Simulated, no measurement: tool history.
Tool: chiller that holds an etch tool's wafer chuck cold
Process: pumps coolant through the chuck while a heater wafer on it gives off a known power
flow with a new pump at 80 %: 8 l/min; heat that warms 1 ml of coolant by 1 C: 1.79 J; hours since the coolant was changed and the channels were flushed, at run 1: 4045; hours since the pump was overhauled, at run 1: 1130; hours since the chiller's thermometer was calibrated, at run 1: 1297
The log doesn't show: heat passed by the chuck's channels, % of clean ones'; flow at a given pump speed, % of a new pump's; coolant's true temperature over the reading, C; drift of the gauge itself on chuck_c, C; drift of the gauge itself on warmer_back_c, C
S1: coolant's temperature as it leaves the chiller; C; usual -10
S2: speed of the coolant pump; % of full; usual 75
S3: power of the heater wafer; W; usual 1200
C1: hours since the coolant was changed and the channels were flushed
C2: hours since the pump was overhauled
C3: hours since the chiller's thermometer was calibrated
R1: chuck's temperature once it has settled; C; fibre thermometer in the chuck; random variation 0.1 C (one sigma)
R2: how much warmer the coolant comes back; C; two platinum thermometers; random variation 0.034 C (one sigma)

run,hour,S1,S2,S3,C1,C2,C3,R1,R2
1,0.0,-10,75,1200,4045,1130,1297,-0.2,5.36
2,28.8,-10,75,1200,4074,1158,1326,-0.3,5.39
3,57.9,-10,75,1200,4103,1188,1355,-0.1,5.44
4,79.2,-10,75,1200,4124,1209,1376,-0.3,5.41
5,108.8,-10,75,1200,4154,1239,1406,-0.2,5.36
6,141.7,-10,75,1200,4187,1271,1439,-0.3,5.38
7,175.2,-8,83,802,4220,1305,1472,-1.9,3.19
8,198.7,-8,67,802,4244,1328,1496,-0.9,4.00
9,217.8,-8,67,1338,4263,1348,1515,3.7,6.65
10,253.1,-8,67,1338,4298,1383,1550,4.0,6.68
11,276.3,-11,75,867,4321,1406,1573,-3.9,3.87
12,296.3,-16,92,1159,4341,1426,1593,-7.9,4.24

4 ways to go on from here, each from the tool as it stands after run 12. What would each give?
A,322.7,-12,96,1715,4368,1452,1620,?,?
B,322.7,-16,90,1159,4368,1452,1620,?,?
C,322.7,-13,88,1052,4368,1452,1620,?,?
D,322.7,-11,92,1714,4368,1452,1620,?,?

run,R1,R2
A,-0.4,6.01
B,-7.8,4.35
C,-5.5,4.03
D,1.0,6.32
Without the tool's hidden state the same runs would have given:
run,R1,R2
A,-0.4,6.01
B,-7.8,4.35
C,-5.5,4.03
D,1.0,6.32
